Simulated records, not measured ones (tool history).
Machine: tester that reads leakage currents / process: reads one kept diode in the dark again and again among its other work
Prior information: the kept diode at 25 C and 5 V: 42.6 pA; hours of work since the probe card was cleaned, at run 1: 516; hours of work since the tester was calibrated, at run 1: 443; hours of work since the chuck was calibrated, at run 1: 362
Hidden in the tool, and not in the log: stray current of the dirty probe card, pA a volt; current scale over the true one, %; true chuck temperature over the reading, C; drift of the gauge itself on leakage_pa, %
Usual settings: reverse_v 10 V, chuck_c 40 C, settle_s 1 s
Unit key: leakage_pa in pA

run,day,reverse_v,chuck_c,settle_s,hours of work since the probe card was cleaned,hours of work since the tester was calibrated,hours of work since the chuck was calibrated,leakage_pa
1,0,10,40,1,516,443,362,208.85
2,6.546,10,40,1,581,509,428,207.69
3,10.117,10,40,0.41,617,544,463,210.8
4,14.321,10,40,0.41,659,586,505,210.08
5,18.067,10,40,0.41,696,624,543,209.81
6,21.217,10,40,0.41,728,655,574,208.44
7,25.912,10,24,0.41,775,702,621,54.86
8,29.15,10,24,0.41,807,734,653,54.59
9,34.95,10,24,0.41,865,792,711,54.79
10,37.688,10,40,1,892,820,739,201.92
11,40.867,10,40,1,924,851,770,202.05
12,43.992,10,40,1,955,883,802,199.24
13,48.304,10,40,0.56,998,926,845,201.31
14,52.188,10,40,0.56,1037,964,883,200.69
15,58.092,10,40,1,1096,1023,942,197.29
16,61.004,10,22,1,1125,1052,972,41.92
17,64.383,10,40,0.48,1159,1086,1005,198.8
18,68.4,10,40,1,1199,1126,1045,195.11
# day 73.712: chuck's temperature calibrated
19,74.383,10,40,1,1258,1185,7,185.57
20,78.929,10,40,1,1303,1231,52,184.65
21,82.421,10,40,1,1338,1265,87,183.76
22,85.312,3.3,26,3.31,1367,1294,116,35.14
23,89.642,6.8,28,1,1410,1338,159,56.42
24,95.158,6.8,28,1,1465,1393,214,56.45
25,99.425,13.5,44,2.38,1508,1435,257,278.39
# day 105.925: chuck's temperature calibrated, once more
26,106.075,1.4,40,0.35,1573,1501,2,114.54
27,112.2,10,40,0.76,1635,1562,63,221.93
28,115.933,10,46,0.76,1672,1599,100,362.96
29,120.821,10,46,0.76,1721,1648,149,364.89
30,125.267,11.7,56,0.6,1765,1692,193,844.78
31,130.771,10,40,5.22,1820,1747,248,214.12
32,136.329,7,39,4.28,1875,1803,304,174.31
33,142.375,10,40,0.43,1936,1863,364,218.66
34,146.971,10,40,0.43,1982,1909,410,217.07
35,150.983,10,27,0.43,2022,1949,450,75.78
36,154.242,2.7,26,1,2054,1982,482,38.95
37,160.046,2.7,26,1,2112,2040,540,39.03
# day 166.038: probe card cleaned and baked
38,166.542,7.7,38,7.21,5,2103,604,152.54
39,172.312,7.7,38,7.21,63,2161,662,151.66

Here are 5 independent what-if runs from the current tool condition. What would each one return?
A,177.929,7.1,57,7.21,119,2217,718,?
B,177.929,6.7,52,0.3,119,2217,718,?
C,177.929,7.9,39,0.64,119,2217,718,?
D,177.929,10,40,5.52,119,2217,718,?
E,177.929,11.3,40,3.17,119,2217,718,?

run,leakage_pa
A,724.26
B,482.7
C,168.98
D,194.91
E,205.3
Stripped of hidden state, with their random variation kept, the same runs would have yielded:
run,leakage_pa
A,784
B,523.25
C,184.17
D,212.63
E,223.86
